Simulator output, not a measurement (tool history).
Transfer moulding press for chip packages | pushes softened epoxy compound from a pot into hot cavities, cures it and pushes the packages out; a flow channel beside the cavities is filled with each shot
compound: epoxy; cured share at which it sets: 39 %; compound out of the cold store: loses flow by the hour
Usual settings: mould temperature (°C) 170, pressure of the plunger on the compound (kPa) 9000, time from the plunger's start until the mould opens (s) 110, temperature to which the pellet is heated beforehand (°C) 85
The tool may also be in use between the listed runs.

run,day,mould temperature (°C),pressure of the plunger on the compound (kPa),time from the plunger's start until the mould opens (s),temperature to which the pellet is heated beforehand (°C),incoming compound's hours out of the cold store,length that the compound runs in the flow channel (mm),greatest force on the pins that push the packages out (N)
1,0.000,170,9000,110,85,33.2,744,427
2,0.592,170,9000,110,85,17.2,787,436
3,1.225,170,9000,110,85,32.0,738,455
# day 1.646: cavities cleaned with cleaning compound and waxed
4,1.908,170,9000,110,85,9.0,814,547
5,2.379,170,9000,107,85,16.9,792,573
6,2.875,170,9000,107,85,20.3,773,553
# day 3.196: cavities cleaned with cleaning compound and waxed, once more
7,3.508,170,9000,107,91,11.6,804,326
8,4.046,170,9000,107,91,47.5,695,342
9,4.438,170,9000,107,91,37.5,722,373
10,4.992,170,9000,107,91,13.0,794,394
11,5.596,170,9000,107,91,12.7,791,412
12,6.083,170,9000,107,91,11.5,796,442
13,6.733,170,9000,107,91,18.8,770,463
14,7.196,170,9000,107,91,36.2,724,444
15,7.917,170,9000,107,91,23.6,765,468
# day 8.275: cavities cleaned with cleaning compound and waxed
16,8.438,170,7730,146,91,11.6,728,274
17,9.046,170,7730,146,91,38.4,658,294

5 ways to go on from here, each from the tool as it stands after run 17. What would each give?
A,9.554,170,9000,110,84,20.4,?,?
B,9.554,172,7730,146,80,42.5,?,?
C,9.554,169,7730,114,78,26.0,?,?
D,9.554,163,7730,146,91,44.7,?,?
E,9.554,163,7730,146,94,37.6,?,?

run,length that the compound runs in the flow channel (mm),greatest force on the pins that push the packages out (N)
A,763,363
B,644,313
C,695,353
D,661,351
E,683,334
Without the tool's hidden state the same runs would have given:
run,length that the compound runs in the flow channel (mm),greatest force on the pins that push the packages out (N)
A,829,278
B,701,247
C,756,271
D,719,272
E,742,257

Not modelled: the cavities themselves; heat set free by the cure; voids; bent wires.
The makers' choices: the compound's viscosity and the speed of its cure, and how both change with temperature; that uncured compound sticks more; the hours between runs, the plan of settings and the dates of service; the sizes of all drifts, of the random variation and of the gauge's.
